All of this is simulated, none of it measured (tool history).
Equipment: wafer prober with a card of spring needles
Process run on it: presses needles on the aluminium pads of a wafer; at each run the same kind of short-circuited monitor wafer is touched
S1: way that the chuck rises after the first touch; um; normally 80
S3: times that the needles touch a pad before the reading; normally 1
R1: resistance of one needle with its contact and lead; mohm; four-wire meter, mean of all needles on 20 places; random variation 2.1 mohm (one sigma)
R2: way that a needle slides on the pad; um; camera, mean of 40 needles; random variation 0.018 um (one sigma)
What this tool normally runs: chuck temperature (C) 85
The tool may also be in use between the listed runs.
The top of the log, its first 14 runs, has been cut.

{"hour": 431.4, "done": "tips cleaned on abrasive film"}
{"run": 15, "hour": 439.1, "S1": 80, "chuck temperature (C)": 85, "S3": 1, "R1": 234, "R2": 20.6}
{"hour": 445.9, "done": "tips cleaned on abrasive film"}
{"hour": 462.6, "done": "tips cleaned on abrasive film"}
{"run": 16, "hour": 475.9, "S1": 80, "chuck temperature (C)": 85, "S3": 1, "R1": 231, "R2": 20.56}
{"hour": 479.5, "done": "tips cleaned on abrasive film"}
{"hour": 479.8, "done": "height of the first contact set anew"}
{"hour": 495.1, "done": "tips cleaned on abrasive film"}
{"run": 17, "hour": 509.2, "S1": 87, "chuck temperature (C)": 60, "S3": 2, "R1": 224, "R2": 22.32}
{"hour": 512.6, "done": "tips cleaned on abrasive film"}
{"hour": 527.4, "done": "tips cleaned on abrasive film"}
{"hour": 543.7, "done": "tips cleaned on abrasive film"}
{"run": 18, "hour": 548.6, "S1": 87, "chuck temperature (C)": 33, "S3": 2, "R1": 218, "R2": 22.32}
{"hour": 558.5, "done": "tips cleaned on abrasive film"}
{"hour": 573.2, "done": "tips cleaned on abrasive film"}
{"run": 19, "hour": 586.3, "S1": 69, "chuck temperature (C)": 92, "S3": 2, "R1": 237, "R2": 17.71}
{"hour": 589.3, "done": "tips cleaned on abrasive film"}
{"hour": 606.1, "done": "tips cleaned on abrasive film"}
{"run": 20, "hour": 619.1, "S1": 76, "chuck temperature (C)": 94, "S3": 2, "R1": 236, "R2": 19.47}
{"hour": 621.3, "done": "tips cleaned on abrasive film"}
{"hour": 636.2, "done": "tips cleaned on abrasive film"}
{"hour": 651.2, "done": "tips cleaned on abrasive film"}
{"run": 21, "hour": 651.2, "S1": 80, "chuck temperature (C)": 32, "S3": 1, "R1": 221, "R2": 20.5}
{"hour": 667.8, "done": "tips cleaned on abrasive film"}
{"hour": 682.4, "done": "tips cleaned on abrasive film"}
{"run": 22, "hour": 689.8, "S1": 80, "chuck temperature (C)": 29, "S3": 1, "R1": 217, "R2": 20.45}
{"hour": 698.5, "done": "tips cleaned on abrasive film"}
{"run": 23, "hour": 709.9, "S1": 80, "chuck temperature (C)": 33, "S3": 1, "R1": 214, "R2": 20.46}
{"hour": 712.7, "done": "height of the first contact set anew"}
{"hour": 716.1, "done": "tips cleaned on abrasive film"}
{"hour": 732.1, "done": "tips cleaned on abrasive film"}
{"hour": 748.6, "done": "tips cleaned on abrasive film"}
{"run": 24, "hour": 751.3, "S1": 69, "chuck temperature (C)": 102, "S3": 2, "R1": 236, "R2": 17.59}
{"hour": 765.9, "done": "tips cleaned on abrasive film"}
{"hour": 783.1, "done": "tips cleaned on abrasive film"}
{"run": 25, "hour": 785.7, "S1": 80, "chuck temperature (C)": 100, "S3": 1, "R1": 233, "R2": 20.42}
{"hour": 798.3, "done": "tips cleaned on abrasive film"}
{"run": 26, "hour": 804.9, "S1": 77, "chuck temperature (C)": 85, "S3": 3, "R1": 232, "R2": 19.64}
{"hour": 814.0, "done": "tips cleaned on abrasive film"}
{"run": 27, "hour": 823.6, "S1": 90, "chuck temperature (C)": 31, "S3": 2, "R1": 215, "R2": 22.95}
{"hour": 829.2, "done": "tips cleaned on abrasive film"}
{"hour": 846.3, "done": "tips cleaned on abrasive film"}
{"run": 28, "hour": 846.9, "S1": 90, "chuck temperature (C)": 31, "S3": 2, "R1": 217, "R2": 22.94}
{"hour": 861.9, "done": "tips cleaned on abrasive film"}
{"hour": 876.7, "done": "tips cleaned on abrasive film"}
{"run": 29, "hour": 878.6, "S1": 90, "chuck temperature (C)": 31, "S3": 2, "R1": 215, "R2": 22.95}
{"hour": 891.8, "done": "tips cleaned on abrasive film"}
{"hour": 909.0, "done": "tips cleaned on abrasive film"}
{"run": 30, "hour": 911.8, "S1": 63, "chuck temperature (C)": 59, "S3": 2, "R1": 228, "R2": 16.02}
{"hour": 924.9, "done": "tips cleaned on abrasive film"}
{"hour": 939.5, "done": "tips cleaned on abrasive film"}
{"hour": 945.5, "done": "height of the first contact set anew"}
{"run": 31, "hour": 946.1, "S1": 80, "chuck temperature (C)": 85, "S3": 2, "R1": 231, "R2": 20.34}

Forecast each of these 3 alternatives for the next run:
{"hour": 956.5, "done": "tips cleaned on abrasive film"}
{"hour": 971.8, "done": "tips cleaned on abrasive film"}
{"run": "A", "hour": 971.8, "S1": 80, "chuck temperature (C)": 38, "S3": 2, "R1": "?", "R2": "?"}
{"hour": 956.5, "done": "tips cleaned on abrasive film"}
{"hour": 971.8, "done": "tips cleaned on abrasive film"}
{"run": "B", "hour": 971.8, "S1": 66, "chuck temperature (C)": 98, "S3": 2, "R1": "?", "R2": "?"}
{"hour": 956.5, "done": "tips cleaned on abrasive film"}
{"hour": 971.8, "done": "tips cleaned on abrasive film"}
{"run": "C", "hour": 971.8, "S1": 68, "chuck temperature (C)": 58, "S3": 1, "R1": "?", "R2": "?"}

run=A R1=218 R2=20.33
run=B R1=241 R2=16.75
run=C R1=222 R2=17.25
Without the tool's unlogged condition, the same runs would have read:
run=A R1=218 R2=20.82
run=B R1=241 R2=17.15
run=C R1=222 R2=17.66
